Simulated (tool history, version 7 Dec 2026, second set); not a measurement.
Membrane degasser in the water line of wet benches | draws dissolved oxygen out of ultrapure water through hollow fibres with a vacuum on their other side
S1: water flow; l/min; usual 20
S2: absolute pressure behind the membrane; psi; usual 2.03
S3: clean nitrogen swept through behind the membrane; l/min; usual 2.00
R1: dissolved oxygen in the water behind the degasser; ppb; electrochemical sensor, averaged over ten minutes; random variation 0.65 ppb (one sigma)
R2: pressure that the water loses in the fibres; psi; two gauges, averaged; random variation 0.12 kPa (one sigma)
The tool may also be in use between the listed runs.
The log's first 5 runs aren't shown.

run    hour  S1    S2    S3     R1     R2
  6   876.7  20  2.03  2.00  252.2  3.761
  7  1078.7  20  2.03  2.00  250.4  3.738
  8  1306.1  20  2.03  2.00  250.7  3.754
  9  1476.3  20  2.03  2.00  251.1  3.727
 10  1649.3  20  2.03  2.00  251.2  3.777
 11  1815.9  20  2.03  2.00  251.3  3.787
     1895.9  -- seals of the vacuum lines changed
     1910.6  -- vacuum gauge calibrated
 12  2058.7  20  2.03  2.00  249.4  3.771
 13  2278.5  15  2.03  2.00  191.5  2.805
 14  2407.3  20  4.45  2.00  607.4  3.759
 15  2543.9  24  2.03  2.00  299.1  4.501
 16  2674.1  24  2.03  2.00  298.4  4.511
 17  2934.6  23  2.22  2.00  319.9  4.315
 18  3125.9  23  2.22  2.00  319.7  4.324
 19  3380.8  20  2.03  1.01  454.8  3.791
 20  3630.9  16  2.03  1.11  346.1  3.023
 21  3744.8  16  2.03  1.11  346.2  3.046
 22  3857.0  16  2.03  1.21  320.6  3.008
 23  4109.8  18  2.22  2.57  200.7  3.407
 24  4357.1  17  4.03  2.26  426.4  3.192

The next listed run, before its measurement:
 25  4585.5  23  3.22  2.26   ?   ?

R1: 441.2 ppb
R2: 4.268 psi
Without the tool's hidden state the same run would have given R1 440.9 ppb, R2 4.264 psi.

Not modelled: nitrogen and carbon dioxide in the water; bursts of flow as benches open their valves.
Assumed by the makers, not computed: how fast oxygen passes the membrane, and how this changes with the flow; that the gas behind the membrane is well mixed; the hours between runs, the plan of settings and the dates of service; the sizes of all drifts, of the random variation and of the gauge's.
